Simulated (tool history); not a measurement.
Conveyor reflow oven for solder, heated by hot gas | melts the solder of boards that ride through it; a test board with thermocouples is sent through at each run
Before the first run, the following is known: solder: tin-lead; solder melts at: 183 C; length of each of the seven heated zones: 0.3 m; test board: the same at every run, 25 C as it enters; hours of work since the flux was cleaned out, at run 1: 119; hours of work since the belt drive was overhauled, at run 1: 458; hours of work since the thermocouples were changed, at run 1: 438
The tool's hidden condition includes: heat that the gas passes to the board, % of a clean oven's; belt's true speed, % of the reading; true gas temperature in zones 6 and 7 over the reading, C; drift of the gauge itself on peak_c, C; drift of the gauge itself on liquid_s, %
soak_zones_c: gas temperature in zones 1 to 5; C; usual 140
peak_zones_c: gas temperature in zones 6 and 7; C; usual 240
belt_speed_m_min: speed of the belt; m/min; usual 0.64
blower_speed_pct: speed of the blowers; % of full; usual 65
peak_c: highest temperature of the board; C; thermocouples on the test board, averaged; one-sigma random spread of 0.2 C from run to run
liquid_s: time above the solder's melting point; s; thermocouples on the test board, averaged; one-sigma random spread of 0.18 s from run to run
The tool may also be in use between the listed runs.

| run | day | soak_zones_c | peak_zones_c | belt_speed_m_min | blower_speed_pct | hours of work since the flux was cleaned out | hours of work since the belt drive was overhauled | hours of work since the thermocouples were changed | peak_c | liquid_s |
|---|---|---|---|---|---|---|---|---|---|---|
| 1 | 0 | 140 | 240 | 0.64 | 65 | 119 | 458 | 438 | 221.3 | 44.9 |
| 2 | 1.188 | 140 | 240 | 0.64 | 65 | 136 | 475 | 455 | 220.9 | 44.9 |
| 3 | 2.408 | 140 | 240 | 0.64 | 65 | 154 | 492 | 472 | 221.3 | 45.1 |
| 4 | 3.367 | 140 | 240 | 0.64 | 65 | 167 | 506 | 486 | 220.9 | 45.1 |
| 5 | 4.583 | 144 | 240 | 0.64 | 65 | 185 | 523 | 503 | 222.5 | 46.4 |
|  | 5.096 | thermocouples of zones 6 and 7 changed |
| 6 | 5.871 | 144 | 240 | 0.64 | 74 | 202 | 540 | 11 | 222.3 | 47.4 |
| 7 | 7.112 | 140 | 240 | 0.64 | 73 | 219 | 558 | 29 | 221.5 | 45.3 |
|  | 7.45 | flux residue cleaned out of gas plates and filters |
| 8 | 8.638 | 140 | 240 | 0.64 | 65 | 17 | 577 | 47 | 220.6 | 44.9 |
| 9 | 9.458 | 140 | 240 | 0.64 | 65 | 29 | 588 | 59 | 220.5 | 44.7 |
| 10 | 10.275 | 140 | 240 | 0.705 | 65 | 40 | 600 | 71 | 216.4 | 38.2 |
| 11 | 11.65 | 139 | 240 | 0.64 | 65 | 60 | 620 | 90 | 220.1 | 44.5 |
| 12 | 12.979 | 139 | 240 | 0.64 | 65 | 79 | 638 | 109 | 220 | 44 |
| 13 | 13.933 | 139 | 240 | 0.64 | 65 | 92 | 652 | 123 | 220.4 | 44.5 |
| 14 | 14.779 | 139 | 240 | 0.64 | 65 | 104 | 664 | 135 | 220 | 44.3 |
| 15 | 15.988 | 140 | 240 | 0.64 | 65 | 121 | 681 | 152 | 220.1 | 44.6 |
| 16 | 17.296 | 140 | 240 | 0.64 | 66 | 140 | 700 | 171 | 220.2 | 44.7 |
| 17 | 18.475 | 140 | 240 | 0.64 | 66 | 157 | 717 | 187 | 220.5 | 44.6 |
| 18 | 19.55 | 140 | 240 | 0.64 | 66 | 172 | 732 | 203 | 220.4 | 44.9 |
| 19 | 20.333 | 140 | 237 | 0.571 | 66 | 183 | 743 | 214 | 221.5 | 51.5 |
| 20 | 21.25 | 140 | 237 | 0.713 | 66 | 196 | 756 | 227 | 213.3 | 35.9 |
| 21 | 22.167 | 151 | 235 | 0.605 | 72 | 209 | 769 | 240 | 221.4 | 51.9 |
|  | 23.288 | flux residue cleaned out of gas plates and filters |
| 22 | 23.458 | 151 | 235 | 0.605 | 72 | 2 | 785 | 255 | 222.7 | 52.9 |
| 23 | 24.496 | 138 | 253 | 0.587 | 84 | 17 | 799 | 270 | 240.4 | 58.6 |
| 24 | 25.408 | 142 | 236 | 0.67 | 84 | 30 | 812 | 283 | 222 | 44.8 |
| 25 | 26.554 | 125 | 254 | 0.694 | 65 | 46 | 829 | 299 | 226.7 | 41.2 |
| 26 | 27.65 | 125 | 241 | 0.694 | 54 | 62 | 844 | 315 | 210.7 | 31.3 |
| 27 | 28.929 | 136 | 246 | 0.572 | 81 | 80 | 862 | 333 | 233.9 | 56.8 |
| 28 | 29.858 | 140 | 228 | 0.511 | 65 | 93 | 876 | 346 | 217.5 | 55.8 |
| 29 | 30.771 | 140 | 240 | 0.567 | 65 | 106 | 889 | 359 | 225.2 | 54.4 |
| 30 | 31.967 | 129 | 244 | 0.567 | 65 | 123 | 906 | 376 | 227.1 | 52.1 |

Here are 4 independent what-if runs from the current tool condition. What would each one return?
| A | 32.571 | 129 | 244 | 0.513 | 85 | 132 | 914 | 385 | ? | ? |
| B | 32.571 | 129 | 244 | 0.525 | 65 | 132 | 914 | 385 | ? | ? |
| C | 32.571 | 129 | 241 | 0.567 | 65 | 132 | 914 | 385 | ? | ? |
| D | 32.571 | 131 | 244 | 0.567 | 65 | 132 | 914 | 385 | ? | ? |

| run | peak_c | liquid_s |
|---|---|---|
| A | 235.6 | 62.7 |
| B | 229.5 | 58 |
| C | 224.3 | 50.8 |
| D | 226.9 | 52.8 |
Stripped of hidden state, with their random variation kept, the same runs would have yielded:
| run | peak_c | liquid_s |
|---|---|---|
| A | 235.1 | 60.9 |
| B | 228.8 | 56.2 |
| C | 223.6 | 49.2 |
| D | 226.2 | 51.2 |
